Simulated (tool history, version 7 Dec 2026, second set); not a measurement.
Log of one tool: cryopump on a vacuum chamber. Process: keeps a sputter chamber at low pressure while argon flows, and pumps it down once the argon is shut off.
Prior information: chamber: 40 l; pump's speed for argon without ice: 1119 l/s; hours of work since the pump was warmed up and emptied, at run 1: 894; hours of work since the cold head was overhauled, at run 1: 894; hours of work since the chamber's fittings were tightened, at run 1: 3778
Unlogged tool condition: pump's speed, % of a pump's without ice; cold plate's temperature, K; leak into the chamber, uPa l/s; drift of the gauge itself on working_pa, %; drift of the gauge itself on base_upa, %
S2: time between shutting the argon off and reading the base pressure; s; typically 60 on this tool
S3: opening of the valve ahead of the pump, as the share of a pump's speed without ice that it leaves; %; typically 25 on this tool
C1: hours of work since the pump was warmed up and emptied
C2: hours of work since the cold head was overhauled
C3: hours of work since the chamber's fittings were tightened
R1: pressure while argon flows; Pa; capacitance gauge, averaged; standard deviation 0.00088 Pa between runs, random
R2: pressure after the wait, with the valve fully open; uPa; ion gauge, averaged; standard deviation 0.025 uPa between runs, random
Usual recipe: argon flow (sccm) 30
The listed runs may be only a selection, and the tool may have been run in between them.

run 1 hour=0 | argon_flow_(sccm)=30 S2=60 S3=25 | C1=894 C2=894 C3=3778 | R1=0.198 R2=4.13
run 2 hour=20 | argon_flow_(sccm)=30 S2=253 S3=25 | C1=911 C2=911 C3=3795 | R1=0.1986 R2=3.65
run 3 hour=43 | argon_flow_(sccm)=30 S2=253 S3=25 | C1=931 C2=931 C3=3814 | R1=0.1998 R2=3.63
run 4 hour=68.5 | argon_flow_(sccm)=30 S2=253 S3=25 | C1=953 C2=953 C3=3836 | R1=0.2002 R2=3.74
run 5 hour=91.9 | argon_flow_(sccm)=30 S2=60 S3=25 | C1=973 C2=973 C3=3856 | R1=0.2008 R2=4.26
-- hour=126.5 leaking fittings of the chamber tightened, without venting
run 6 hour=126.5 | argon_flow_(sccm)=30 S2=60 S3=25 | C1=1001 C2=1001 C3=0 | R1=0.2009 R2=1.1
run 7 hour=153.5 | argon_flow_(sccm)=30 S2=60 S3=25 | C1=1024 C2=1024 C3=23 | R1=0.2033 R2=1.15
run 8 hour=181 | argon_flow_(sccm)=30 S2=60 S3=25 | C1=1047 C2=1047 C3=47 | R1=0.2033 R2=1.19
run 9 hour=204 | argon_flow_(sccm)=30 S2=60 S3=19 | C1=1067 C2=1067 C3=66 | R1=0.2606 R2=1.24
run 10 hour=227.2 | argon_flow_(sccm)=14 S2=60 S3=25 | C1=1087 C2=1087 C3=86 | R1=0.0956 R2=1.21
run 11 hour=262.3 | argon_flow_(sccm)=14 S2=60 S3=25 | C1=1117 C2=1117 C3=116 | R1=0.0968 R2=1.26
-- hour=298.8 pump warmed up, emptied and cooled again
run 12 hour=306.5 | argon_flow_(sccm)=30 S2=36 S3=25 | C1=7 C2=1150 C3=149 | R1=0.1831 R2=1.54
run 13 hour=328.1 | argon_flow_(sccm)=30 S2=36 S3=23 | C1=25 C2=1168 C3=168 | R1=0.1995 R2=1.54
run 14 hour=364.4 | argon_flow_(sccm)=30 S2=60 S3=25 | C1=56 C2=1199 C3=199 | R1=0.1828 R2=1.15
run 15 hour=401.3 | argon_flow_(sccm)=30 S2=60 S3=29 | C1=88 C2=1231 C3=230 | R1=0.1584 R2=1.18
run 16 hour=433.2 | argon_flow_(sccm)=30 S2=60 S3=19 | C1=115 C2=1258 C3=258 | R1=0.2407 R2=1.2
run 17 hour=452.6 | argon_flow_(sccm)=30 S2=60 S3=19 | C1=131 C2=1275 C3=274 | R1=0.243 R2=1.22
run 18 hour=482.8 | argon_flow_(sccm)=56 S2=60 S3=55 | C1=157 C2=1301 C3=300 | R1=0.1593 R2=1.2
run 19 hour=509.1 | argon_flow_(sccm)=56 S2=60 S3=55 | C1=179 C2=1323 C3=322 | R1=0.1604 R2=1.22
run 20 hour=526.1 | argon_flow_(sccm)=34 S2=117 S3=59 | C1=194 C2=1338 C3=337 | R1=0.0913 R2=0.93
run 21 hour=562.7 | argon_flow_(sccm)=34 S2=117 S3=59 | C1=225 C2=1369 C3=368 | R1=0.0917 R2=0.92
run 22 hour=584.6 | argon_flow_(sccm)=15 S2=74 S3=17 | C1=244 C2=1387 C3=387 | R1=0.1359 R2=1.14
run 23 hour=618.4 | argon_flow_(sccm)=15 S2=74 S3=17 | C1=273 C2=1416 C3=416 | R1=0.1372 R2=1.14
run 24 hour=634.6 | argon_flow_(sccm)=15 S2=74 S3=17 | C1=287 C2=1430 C3=430 | R1=0.1359 R2=1.16
run 25 hour=665.2 | argon_flow_(sccm)=52 S2=74 S3=17 | C1=313 C2=1456 C3=456 | R1=0.4698 R2=1.2
run 26 hour=687.3 | argon_flow_(sccm)=52 S2=74 S3=17 | C1=332 C2=1475 C3=474 | R1=0.4749 R2=1.21
run 27 hour=720.7 | argon_flow_(sccm)=46 S2=50 S3=35 | C1=360 C2=1504 C3=503 | R1=0.2083 R2=1.58
run 28 hour=754.2 | argon_flow_(sccm)=15 S2=105 S3=35 | C1=389 C2=1532 C3=532 | R1=0.0685 R2=1.09
run 29 hour=772.8 | argon_flow_(sccm)=15 S2=105 S3=35 | C1=405 C2=1548 C3=547 | R1=0.0687 R2=1.15
run 30 hour=802.8 | argon_flow_(sccm)=15 S2=105 S3=35 | C1=430 C2=1574 C3=573 | R1=0.0693 R2=1.13
run 31 hour=827 | argon_flow_(sccm)=15 S2=105 S3=35 | C1=451 C2=1594 C3=594 | R1=0.069 R2=1.15
run 32 hour=844.1 | argon_flow_(sccm)=15 S2=176 S3=35 | C1=465 C2=1609 C3=608 | R1=0.0684 R2=1.01
run 33 hour=882.5 | argon_flow_(sccm)=18 S2=133 S3=40 | C1=498 C2=1642 C3=641 | R1=0.0723 R2=1.14

What would each run have given without the hidden state, its run-to-run variation left as it was?
run=1 R1=0.18 R2=0.99
run=2 R1=0.1801 R2=0.41
run=3 R1=0.1808 R2=0.43
run=4 R1=0.1806 R2=0.4
run=5 R1=0.1807 R2=0.93
run=6 R1=0.1799 R2=0.92
run=7 R1=0.1816 R2=0.94
run=8 R1=0.181 R2=0.95
run=9 R1=0.2377 R2=0.98
run=10 R1=0.0846 R2=0.92
run=11 R1=0.0853 R2=0.95
run=12 R1=0.182 R2=1.4
run=13 R1=0.1981 R2=1.39
run=14 R1=0.181 R2=0.97
run=15 R1=0.1561 R2=0.98
run=16 R1=0.238 R2=0.98
run=17 R1=0.24 R2=0.99
run=18 R1=0.1529 R2=0.95
run=19 R1=0.1533 R2=0.95
run=20 R1=0.0868 R2=0.64
run=21 R1=0.0866 R2=0.61
run=22 R1=0.1335 R2=0.82
run=23 R1=0.1345 R2=0.79
run=24 R1=0.1331 R2=0.8
run=25 R1=0.4594 R2=0.82
run=26 R1=0.4639 R2=0.81
run=27 R1=0.1978 R2=1.14
run=28 R1=0.0649 R2=0.63
run=29 R1=0.0649 R2=0.67
run=30 R1=0.0652 R2=0.64
run=31 R1=0.0647 R2=0.65
run=32 R1=0.0641 R2=0.49
run=33 R1=0.0668 R2=0.58
